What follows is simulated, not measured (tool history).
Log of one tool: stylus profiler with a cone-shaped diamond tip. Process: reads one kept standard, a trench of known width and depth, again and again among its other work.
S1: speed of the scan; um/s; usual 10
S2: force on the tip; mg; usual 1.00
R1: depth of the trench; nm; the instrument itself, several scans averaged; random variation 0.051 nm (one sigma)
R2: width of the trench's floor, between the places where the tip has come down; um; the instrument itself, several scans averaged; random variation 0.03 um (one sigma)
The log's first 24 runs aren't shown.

run,hour,S1,S2,R1,R2
25,2171.7,3,0.47,200.80,17.15
# hour 2237.7: new tip fitted, height scale calibrated
26,2295.8,14,1.02,201.41,17.15
27,2387.5,3,2.88,202.88,17.20
28,2481.8,3,2.88,202.85,17.15
29,2585.1,10,1.78,202.09,17.18
30,2645.0,10,1.78,202.05,17.13
31,2739.1,33,0.89,201.35,17.09
32,2849.3,17,0.44,200.91,17.12
33,2918.6,17,0.44,200.77,17.07
34,3021.1,12,0.54,200.90,17.12
35,3122.2,22,2.10,202.17,17.07

Forecast each of these 5 alternatives for the next run:
A,3235.2,6,0.39,?,?
B,3235.2,4,1.60,?,?
C,3235.2,12,1.00,?,?
D,3235.2,30,1.38,?,?
E,3235.2,14,0.35,?,?

run,R1,R2
A,200.71,17.15
B,201.88,17.27
C,201.37,17.15
D,201.77,17.06
E,200.75,17.07
Without the tool's hidden state the same runs would have given:
run,R1,R2
A,200.71,17.16
B,201.88,17.29
C,201.37,17.17
D,201.77,17.07
E,200.75,17.08
